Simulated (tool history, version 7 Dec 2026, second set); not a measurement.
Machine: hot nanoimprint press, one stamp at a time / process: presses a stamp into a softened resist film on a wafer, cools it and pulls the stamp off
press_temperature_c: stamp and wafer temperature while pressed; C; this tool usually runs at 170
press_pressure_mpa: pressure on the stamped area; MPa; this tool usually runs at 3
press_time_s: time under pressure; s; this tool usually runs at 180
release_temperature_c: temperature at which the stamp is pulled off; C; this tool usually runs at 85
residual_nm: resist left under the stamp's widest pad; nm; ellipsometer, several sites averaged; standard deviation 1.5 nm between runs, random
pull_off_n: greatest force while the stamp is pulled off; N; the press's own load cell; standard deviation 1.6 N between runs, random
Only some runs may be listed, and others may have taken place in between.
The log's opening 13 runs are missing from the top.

run	hour	press_temperature_c	press_pressure_mpa	press_time_s	release_temperature_c	hours of work since the thermocouple was calibrated	imprints on the stamp's release coat	hours of work since the press's seals were changed	residual_nm	pull_off_n
14	547.5	170	3	180	73	57	494	358	397.1	153
# hour 572.2: stamp cleaned and given a new release coat
15	611.3	170	3	99	73	100	151	401	470.8	138
16	655.2	170	2.16	180	83	132	320	433	436.4	118
17	684.7	170	2.16	180	83	154	434	455	434.2	123
18	714.3	162	2.24	220	78	175	547	476	565.7	141
# hour 724.7: stamp cleaned and given a new release coat
19	752.1	166	2.51	91	85	199	106	500	568.5	104
20	784	170	3.04	223	70	222	229	523	354	152
21	838.1	166	2.08	215	80	262	437	563	493.9	127
# hour 868.1: plate thermocouple calibrated
# hour 876.9: stamp cleaned and given a new release coat
22	894.7	166	2.08	215	80	15	69	598	509.5	118
23	949.6	180	2.56	215	80	56	280	638	217.5	126
24	976.8	180	3.74	247	71	76	385	658	170.7	159
# hour 1027.4: stamp cleaned and given a new release coat
25	1028.5	163	2.57	111	90	109	4	692	599	88

Predict the results of run 26:
26	1084.5	169	2.18	180	85	150	220	733	?	?

residual_nm: 451.2 nm
pull_off_n: 108 N
On a tool with no hidden condition, and with the same random variation, this run would have come out at residual_nm 461.8 nm, pull_off_n 103 N.

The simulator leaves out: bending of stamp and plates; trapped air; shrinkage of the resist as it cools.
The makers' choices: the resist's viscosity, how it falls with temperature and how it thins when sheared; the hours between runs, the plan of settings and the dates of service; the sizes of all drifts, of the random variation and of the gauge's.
